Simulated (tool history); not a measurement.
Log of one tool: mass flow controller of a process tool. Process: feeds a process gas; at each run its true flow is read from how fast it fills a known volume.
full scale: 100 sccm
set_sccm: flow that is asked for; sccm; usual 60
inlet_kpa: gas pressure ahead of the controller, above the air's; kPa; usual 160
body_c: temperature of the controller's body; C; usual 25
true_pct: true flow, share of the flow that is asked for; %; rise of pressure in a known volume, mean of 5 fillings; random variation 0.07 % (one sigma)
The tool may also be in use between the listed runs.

Run 1, hour 0.0: usual settings. Result: true_pct 99.25 %.
Run 2, hour 85.9: usual settings. Result: true_pct 99.15 %.
Run 3, hour 199.7: usual settings. Result: true_pct 99.22 %.
Run 4, hour 289.4: usual settings. Result: true_pct 99.25 %.
Run 5, hour 460.5: usual settings. Result: true_pct 99.02 %.
Run 6, hour 584.7: usual settings. Result: true_pct 99.07 %.
Run 7, hour 688.9: usual settings. Result: true_pct 99.19 %.
Run 8, hour 771.9: usual settings but inlet_kpa 191 kPa. Result: true_pct 99.34 %.
Run 9, hour 907.8: usual settings. Result: true_pct 99.00 %.
Run 10, hour 1096.2: usual settings but set_sccm 27 sccm. Result: true_pct 98.59 %.
Run 11, hour 1222.2: usual settings but set_sccm 27 sccm. Result: true_pct 98.63 %.
Run 12, hour 1397.2: usual settings but body_c 38 C. Result: true_pct 100.07 %.
Run 13, hour 1536.4: usual settings but body_c 38 C. Result: true_pct 99.97 %.
Run 14, hour 1650.1: usual settings but body_c 38 C. Result: true_pct 100.02 %.
Run 15, hour 1765.2: usual settings but body_c 38 C. Result: true_pct 100.05 %.
Run 16, hour 1874.9: usual settings but body_c 38 C. Result: true_pct 100.05 %.
Run 17, hour 2054.3: usual settings but body_c 38 C. Result: true_pct 100.16 %.
Run 18, hour 2236.3: usual settings but body_c 38 C. Result: true_pct 100.18 %.
Run 19, hour 2368.5: usual settings but body_c 38 C. Result: true_pct 99.96 %.
Run 20, hour 2551.4: usual settings. Result: true_pct 98.88 %.
Run 21, hour 2632.6: usual settings. Result: true_pct 98.89 %.
Run 22, hour 2761.6: usual settings. Result: true_pct 98.85 %.
Run 23, hour 2913.4: usual settings but inlet_kpa 202 kPa. Result: true_pct 99.06 %.
Run 24, hour 3055.7: usual settings but body_c 20 C. Result: true_pct 98.38 %.
Run 25, hour 3195.2: usual settings but body_c 26 C. Result: true_pct 98.94 %.
Run 26, hour 3297.7: usual settings but body_c 26 C. Result: true_pct 98.97 %.
Run 27, hour 3437.3: usual settings but body_c 27 C. Result: true_pct 99.00 %.
Run 28, hour 3584.3: usual settings but set_sccm 23 sccm, inlet_kpa 230 kPa, body_c 27 C. Result: true_pct 99.24 %.
Run 29, hour 3684.4: usual settings but set_sccm 91 sccm, inlet_kpa 205 kPa. Result: true_pct 99.56 %.
Run 30, hour 3849.2: usual settings but inlet_kpa 200 kPa, body_c 22 C. Result: true_pct 98.84 %.
Run 31, hour 3989.0: usual settings but inlet_kpa 175 kPa, body_c 22 C. Result: true_pct 98.51 %.
At hour 3997.8: controller's zero set anew.
Run 32, hour 4101.1: usual settings but set_sccm 11 sccm, inlet_kpa 228 kPa, body_c 29 C. Result: true_pct 100.82 %.
Run 33, hour 4219.3: usual settings but set_sccm 13 sccm, body_c 26 C. Result: true_pct 99.77 %.
Run 34, hour 4317.0: usual settings but set_sccm 13 sccm, body_c 26 C. Result: true_pct 99.92 %.
Run 35, hour 4468.9: usual settings but set_sccm 12 sccm, inlet_kpa 188 kPa. Result: true_pct 100.17 %.
Run 36, hour 4563.0: usual settings but set_sccm 12 sccm, inlet_kpa 188 kPa. Result: true_pct 100.20 %.
At hour 4631.6: controller's zero set anew, once more.
Run 37, hour 4752.8: usual settings but set_sccm 85 sccm, body_c 27 C. Result: true_pct 98.85 %.
Run 38, hour 4941.9: usual settings but set_sccm 34 sccm, inlet_kpa 207 kPa, body_c 22 C. Result: true_pct 97.96 %.
Run 39, hour 5099.7: usual settings but set_sccm 46 sccm, inlet_kpa 222 kPa. Result: true_pct 98.39 %.
Run 40, hour 5260.1: usual settings but set_sccm 34 sccm, inlet_kpa 154 kPa, body_c 32 C. Result: true_pct 98.39 %.
Run 41, hour 5389.4: usual settings but set_sccm 34 sccm, inlet_kpa 154 kPa, body_c 32 C. Result: true_pct 98.26 %.
Run 42, hour 5529.8: usual settings but set_sccm 34 sccm, inlet_kpa 154 kPa, body_c 32 C. Result: true_pct 98.38 %.
Run 43, hour 5668.3: usual settings but set_sccm 14 sccm, inlet_kpa 166 kPa, body_c 27 C. Result: true_pct 97.88 %.
Run 44, hour 5823.4: usual settings but set_sccm 69 sccm, body_c 31 C. Result: true_pct 98.95 %.
Run 45, hour 5975.9: usual settings but set_sccm 26 sccm, inlet_kpa 188 kPa, body_c 22 C. Result: true_pct 97.67 %.
Run 46, hour 6161.8: usual settings but set_sccm 61 sccm, inlet_kpa 271 kPa, body_c 26 C. Result: true_pct 98.90 %.

5 ways to go on from here, each from the tool as it stands after run 46. What would each give?
Run A, hour 6286.7: usual settings but set_sccm 21 sccm, inlet_kpa 143 kPa, body_c 20 C. Result: true_pct ?.
Run B, hour 6286.7: usual settings but set_sccm 93 sccm, inlet_kpa 220 kPa, body_c 27 C. Result: true_pct ?.
Run C, hour 6286.7: usual settings but set_sccm 22 sccm, body_c 32 C. Result: true_pct ?.
Run D, hour 6286.7: usual settings but set_sccm 30 sccm, inlet_kpa 200 kPa, body_c 31 C. Result: true_pct ?.
Run E, hour 6286.7: usual settings but set_sccm 61 sccm, inlet_kpa 163 kPa, body_c 26 C. Result: true_pct ?.

run  true_pct
  A     97.26
  B     99.27
  C     98.32
  D     98.60
  E     98.32
Without the tool's hidden state the same runs would have given:
run  true_pct
  A     97.90
  B    100.20
  C     98.98
  D     99.36
  E     99.21

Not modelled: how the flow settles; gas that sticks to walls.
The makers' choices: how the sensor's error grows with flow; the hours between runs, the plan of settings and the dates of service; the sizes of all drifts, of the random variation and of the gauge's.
